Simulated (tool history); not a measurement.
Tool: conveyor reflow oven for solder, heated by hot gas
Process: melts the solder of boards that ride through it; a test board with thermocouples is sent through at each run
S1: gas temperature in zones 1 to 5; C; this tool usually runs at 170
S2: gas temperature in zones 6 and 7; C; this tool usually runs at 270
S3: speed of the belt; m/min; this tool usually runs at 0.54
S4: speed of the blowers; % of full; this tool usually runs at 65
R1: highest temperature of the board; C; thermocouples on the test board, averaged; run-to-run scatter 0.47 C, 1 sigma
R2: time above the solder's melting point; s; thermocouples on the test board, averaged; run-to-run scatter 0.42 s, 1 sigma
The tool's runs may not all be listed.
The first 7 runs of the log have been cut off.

run	hour	S1	S2	S3	S4	R1	R2
8	78.3	170	270	0.54	65	255.5	50.5
9	88.5	170	270	0.54	65	255.2	51.1
10	97.2	170	270	0.54	65	256.1	51.1
11	109.1	170	270	0.471	65	260.2	61.4
12	122	170	270	0.54	65	255.7	51.1
13	131.9	170	270	0.441	65	261.1	67.9
14	139.9	170	261	0.441	65	254.5	62.4
15	148.5	170	261	0.441	65	253.2	63.1
16	157.8	170	261	0.441	65	253.1	63.4
17	170.6	163	267	0.514	65	253.9	49.9
# hour 175.2: belt drive overhauled, speed set with a stopwatch
18	186.3	163	267	0.514	65	253.3	50.9
19	199.5	163	267	0.514	65	254.6	50.1
20	206.4	163	259	0.514	65	246	45.4
# hour 213.8: belt drive overhauled, speed set with a stopwatch, once more
21	222.2	175	275	0.5	58	261.5	59.9
22	228.9	170	281	0.553	65	264.8	53.4
23	237.2	170	282	0.439	65	272.5	72.4
24	248.1	184	268	0.493	56	256.5	60.4
25	260.8	184	268	0.493	56	257.1	60.9
26	269.8	170	270	0.443	65	261	65.7
27	281.8	168	260	0.469	69	251.1	54.9
28	290.1	170	259	0.54	52	242.8	41.1
29	302.8	164	272	0.54	54	253.4	46.9
30	314.5	164	272	0.54	54	251.9	46.3

Alternative continuations, all from the tool just after run 30; predict every row:
A	327.7	156	270	0.54	65	?	?
B	327.7	164	284	0.54	54	?	?
C	327.7	170	263	0.531	73	?	?
D	327.7	170	264	0.482	65	?	?

run	R1	R2
A	252.3	44.9
B	263.6	52.8
C	250.1	49
D	254.6	56.2
Without the tool's unlogged condition, the same runs would have read:
run	R1	R2
A	250.8	44.3
B	262.1	52.2
C	248.4	48.3
D	252.6	55.3
